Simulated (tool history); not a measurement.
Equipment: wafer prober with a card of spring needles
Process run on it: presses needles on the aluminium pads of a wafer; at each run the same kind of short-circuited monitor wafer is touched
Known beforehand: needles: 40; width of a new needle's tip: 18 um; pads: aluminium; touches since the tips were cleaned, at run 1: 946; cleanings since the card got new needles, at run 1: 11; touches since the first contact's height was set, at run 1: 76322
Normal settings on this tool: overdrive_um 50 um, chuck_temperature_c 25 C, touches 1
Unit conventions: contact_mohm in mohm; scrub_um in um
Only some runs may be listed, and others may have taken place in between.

| run | hour | overdrive_um | chuck_temperature_c | touches | touches since the tips were cleaned | cleanings since the card got new needles | touches since the first contact's height was set | contact_mohm | scrub_um |
|---|---|---|---|---|---|---|---|---|---|
| 1 | 0 | 50 | 25 | 1 | 946 | 11 | 76322 | 228 | 12.03 |
|  | 13.6 | tips cleaned on abrasive film |
| 2 | 26 | 50 | 25 | 1 | 4860 | 12 | 86476 | 233 | 12 |
|  | 30.8 | tips cleaned on abrasive film |
|  | 48.6 | tips cleaned on abrasive film |
| 3 | 53.6 | 50 | 25 | 1 | 1976 | 14 | 97238 | 228 | 12.29 |
|  | 65.1 | tips cleaned on abrasive film |
| 4 | 75.6 | 50 | 25 | 1 | 4128 | 15 | 105844 | 230 | 12.22 |
|  | 82.2 | tips cleaned on abrasive film |
|  | 99.2 | tips cleaned on abrasive film |
| 5 | 110.1 | 50 | 25 | 1 | 4267 | 17 | 119299 | 226 | 12.06 |
|  | 115.3 | tips cleaned on abrasive film |
|  | 131.4 | tips cleaned on abrasive film |
| 6 | 140.5 | 49 | 25 | 1 | 3563 | 19 | 131139 | 227 | 11.83 |
|  | 149.8 | tips cleaned on abrasive film |
| 7 | 163.2 | 50 | 98 | 1 | 5248 | 20 | 140005 | 244 | 12.06 |
|  | 166.3 | tips cleaned on abrasive film |
|  | 182.6 | tips cleaned on abrasive film |
| 8 | 186.4 | 50 | 98 | 1 | 1503 | 22 | 149065 | 249 | 12.01 |
|  | 199.3 | tips cleaned on abrasive film |
| 9 | 208.4 | 50 | 98 | 1 | 3588 | 23 | 157653 | 248 | 12.05 |
|  | 216.9 | tips cleaned on abrasive film |
|  | 232.2 | tips cleaned on abrasive film |
| 10 | 232.2 | 50 | 98 | 1 | 0 | 25 | 166898 | 248 | 12 |
|  | 247.4 | tips cleaned on abrasive film |
| 11 | 252.9 | 54 | 74 | 1 | 2145 | 26 | 174992 | 237 | 13.15 |

What differs in the tool's unlogged condition from the final listed run ahead of each entry between runs to the first listed run following it?
From run 1 to run 2: tips cleaned on abrasive film (hour 13.6)
  debris on the tips, nm: 0.7 -> 1.7
From run 2 to run 3: tips cleaned on abrasive film (hour 30.8); tips cleaned on abrasive film (hour 48.6)
  debris on the tips, nm: 1.7 -> 0.9; way that the needles fall short of the set height, um: 0.02 -> 0.03
From run 3 to run 4: tips cleaned on abrasive film (hour 65.1)
  debris on the tips, nm: 0.9 -> 1.5
From run 4 to run 5: tips cleaned on abrasive film (hour 82.2); tips cleaned on abrasive film (hour 99.2)
  nothing in the hidden state changes from one run to the other
From run 5 to run 6: tips cleaned on abrasive film (hour 115.3); tips cleaned on abrasive film (hour 131.4)
  debris on the tips, nm: 1.5 -> 1.3
From run 6 to run 7: tips cleaned on abrasive film (hour 149.8)
  debris on the tips, nm: 1.3 -> 1.7
From run 7 to run 8: tips cleaned on abrasive film (hour 166.3); tips cleaned on abrasive film (hour 182.6)
  debris on the tips, nm: 1.7 -> 0.8; way that the needles fall short of the set height, um: 0.03 -> 0.04
From run 8 to run 9: tips cleaned on abrasive film (hour 199.3)
  debris on the tips, nm: 0.8 -> 1.2
From run 9 to run 10: tips cleaned on abrasive film (hour 216.9); tips cleaned on abrasive film (hour 232.2)
  debris on the tips, nm: 1.2 -> 0.1
From run 10 to run 11: tips cleaned on abrasive film (hour 247.4)
  debris on the tips, nm: 0.1 -> 1.1; tips' diameter, um: 18.01 -> 18.02
